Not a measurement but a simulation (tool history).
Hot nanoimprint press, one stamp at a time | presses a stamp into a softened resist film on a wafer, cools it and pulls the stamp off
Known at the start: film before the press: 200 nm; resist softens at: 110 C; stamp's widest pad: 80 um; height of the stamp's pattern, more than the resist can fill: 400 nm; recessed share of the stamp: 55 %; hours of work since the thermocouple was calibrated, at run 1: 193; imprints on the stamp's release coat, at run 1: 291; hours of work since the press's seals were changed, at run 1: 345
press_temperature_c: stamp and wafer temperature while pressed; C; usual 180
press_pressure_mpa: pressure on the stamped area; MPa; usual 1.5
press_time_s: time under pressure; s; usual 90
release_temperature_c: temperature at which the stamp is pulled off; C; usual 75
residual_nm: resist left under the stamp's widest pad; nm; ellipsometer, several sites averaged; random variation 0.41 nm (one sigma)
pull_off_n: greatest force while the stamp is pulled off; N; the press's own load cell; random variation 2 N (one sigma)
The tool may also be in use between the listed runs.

run,hour,press_temperature_c,press_pressure_mpa,press_time_s,release_temperature_c,hours of work since the thermocouple was calibrated,imprints on the stamp's release coat,hours of work since the press's seals were changed,residual_nm,pull_off_n
1,0,180,1.5,90,75,193,291,345,96.8,179
2,13.1,180,1.5,90,75,201,342,353,95.6,183
3,27.5,180,1.5,90,75,210,399,362,96.4,180
4,43.4,180,1.5,90,72,220,462,372,96.3,191
5,60.5,180,1.5,90,72,230,530,382,96.2,196
6,73.1,180,2.33,90,75,238,580,390,79,192
7,87.5,180,2.33,90,75,247,636,399,79.5,195
# hour 99.9: stamp cleaned and given a new release coat
8,104.4,180,2.33,90,75,253,17,406,80,164
9,119.5,180,2.33,90,75,263,77,415,80.2,169
10,134.4,180,2.33,90,75,272,136,424,80.2,173
11,149.7,180,2.33,90,75,281,197,433,79.3,174
12,168.6,180,2.33,90,75,293,271,445,80.1,178
13,182.7,180,1.5,71,75,302,327,454,106.3,184
14,199.1,180,1.5,71,75,312,392,464,106,182
15,213.9,180,1.5,71,75,321,450,473,106.1,186
16,230,180,1.5,71,75,331,514,483,107.3,185
17,241.8,180,1.5,71,75,338,560,490,107.1,190
18,255.5,180,1.5,71,80,346,614,498,107,188
# hour 273.5: stamp cleaned and given a new release coat
19,274.2,180,1.5,84,65,354,3,506,100.8,188
20,281.9,170,1.5,59,80,359,33,511,148.8,155
# hour 293.6: plate thermocouple calibrated
21,302.7,170,1.5,59,80,6,104,522,143.4,159
22,314.4,170,1.5,59,80,13,150,529,142.7,160
23,324.3,181,0.93,151,64,19,189,535,94,194
24,335,180,1.5,136,66,25,231,542,81.5,194
25,350.1,176,1.5,45,66,35,291,551,133.4,192
26,364.4,180,1.5,61,75,44,348,560,108.5,177

The next listed run, before its measurement:
27,372.9,179,1.13,56,75,49,381,565,?,?

{"run 27": {"residual_nm": 127.3, "pull_off_n": 182}}
Without the tool's hidden state the same run would have given residual_nm 125.1 nm, pull_off_n 164 N.

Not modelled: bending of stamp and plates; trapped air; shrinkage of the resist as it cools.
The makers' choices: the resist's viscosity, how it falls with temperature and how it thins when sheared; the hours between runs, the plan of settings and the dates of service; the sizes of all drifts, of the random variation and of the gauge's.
